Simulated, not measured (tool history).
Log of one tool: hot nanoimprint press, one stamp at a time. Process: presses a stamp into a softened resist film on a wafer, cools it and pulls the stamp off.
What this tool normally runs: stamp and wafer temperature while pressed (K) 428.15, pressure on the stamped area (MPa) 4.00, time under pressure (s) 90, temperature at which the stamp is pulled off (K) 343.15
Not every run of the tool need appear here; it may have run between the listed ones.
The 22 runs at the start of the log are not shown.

run	hour	stamp and wafer temperature while pressed (K)	pressure on the stamped area (MPa)	time under pressure (s)	temperature at which the stamp is pulled off (K)	resist left under the stamp's widest pad (Å)	greatest force while the stamp is pulled off (N)
23	543.0	428.15	3.74	90	343.15	1789	136
24	559.8	428.15	3.74	90	343.15	1826	138
25	585.5	428.15	3.74	90	343.15	1774	141
26	620.1	422.15	4.70	90	343.15	2182	140
27	657.7	422.15	4.70	90	343.15	2181	143
28	679.7	428.15	4.79	90	343.15	1564	144
29	708.8	417.15	3.61	98	343.15	2980	139
30	724.3	419.15	4.00	71	343.15	2816	143

Consider 3 possible next runs. They are alternatives, not a sequence: every one starts from the tool as it was left by run 30. What does each give?
A	752.0	428.15	3.24	107	343.15	?	?
B	752.0	427.15	4.00	110	343.15	?	?
C	752.0	428.15	2.93	90	349.15	?	?

run	resist left under the stamp's widest pad (Å)	greatest force while the stamp is pulled off (N)
A	1809	147
B	1693	152
C	1987	130
Had the tool no hidden state, the same runs would have come out as:
run	resist left under the stamp's widest pad (Å)	greatest force while the stamp is pulled off (N)
A	1869	105
B	1743	109
C	2053	94
